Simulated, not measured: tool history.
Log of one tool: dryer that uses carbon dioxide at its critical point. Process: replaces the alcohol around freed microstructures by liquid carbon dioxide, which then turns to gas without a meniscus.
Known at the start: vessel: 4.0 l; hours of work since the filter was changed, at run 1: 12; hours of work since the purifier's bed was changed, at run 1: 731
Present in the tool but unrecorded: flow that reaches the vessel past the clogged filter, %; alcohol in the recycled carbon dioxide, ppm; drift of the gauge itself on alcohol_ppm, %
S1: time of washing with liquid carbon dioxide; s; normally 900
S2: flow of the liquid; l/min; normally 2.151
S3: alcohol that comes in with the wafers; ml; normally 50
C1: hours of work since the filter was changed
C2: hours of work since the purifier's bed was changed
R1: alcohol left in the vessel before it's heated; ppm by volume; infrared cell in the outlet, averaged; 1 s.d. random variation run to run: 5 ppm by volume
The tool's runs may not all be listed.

run,hour,S1,S2,S3,C1,C2,R1
1,0.0,900,2.151,50,12,731,46
2,21.4,900,2.151,21,24,744,32
3,48.3,900,2.151,28,40,759,20
4,79.3,900,2.151,28,57,776,36
5,103.3,900,2.151,28,71,790,28
6,134.4,900,1.730,50,88,807,93
7,153.6,900,1.730,50,99,818,83
8,168.0,900,1.730,50,107,826,99
9,181.4,900,2.151,50,115,834,42
10,200.2,900,2.151,50,125,844,47
11,215.1,900,2.151,50,134,853,50
12,245.0,900,2.151,50,150,870,46
13,262.4,900,2.151,50,160,879,48
14,293.2,900,2.310,50,178,897,36
15,321.5,900,2.151,50,194,913,42
16,335.7,900,2.151,50,202,921,38
17,365.6,900,2.151,50,219,938,57
18,385.0,900,2.151,50,229,949,45
19,414.5,900,2.151,50,246,965,46
20,439.3,900,2.151,50,260,979,57
21,465.9,660,2.540,24,275,994,58
22,480.1,900,2.151,37,283,1002,43
23,509.9,840,2.120,37,300,1019,60
24,531.0,840,2.120,37,312,1031,57
25,547.0,840,1.770,109,321,1040,251
# hour 569.8: inlet filter changed
26,579.4,1140,2.540,77,5,1058,24
27,592.9,1140,2.340,23,13,1065,27
28,613.5,900,3.220,29,25,1077,33
29,634.7,900,3.220,29,37,1089,28
30,655.7,1320,2.520,85,48,1101,24
31,672.2,900,3.070,67,58,1110,34
32,702.1,900,3.070,67,75,1127,38
33,733.3,1140,1.630,86,92,1144,74
34,759.9,1140,1.630,86,107,1159,88
35,781.9,1140,1.630,86,120,1172,78
36,811.8,900,3.500,50,137,1189,36
37,827.7,900,1.970,50,145,1198,68
38,857.8,660,1.800,36,162,1215,201
39,879.4,540,2.020,31,175,1227,232

4 ways to go on from here, each from the tool as it stands after run 39. What would each give?
A,909.6,900,2.151,78,192,1244,?
B,909.6,780,2.151,29,192,1244,?
C,909.6,900,2.151,84,192,1244,?
D,909.6,960,1.800,50,192,1244,?

run,R1
A,53
B,57
C,72
D,73
Had the tool no hidden state, the same runs would have come out as:
run,R1
A,17
B,21
C,35
D,36
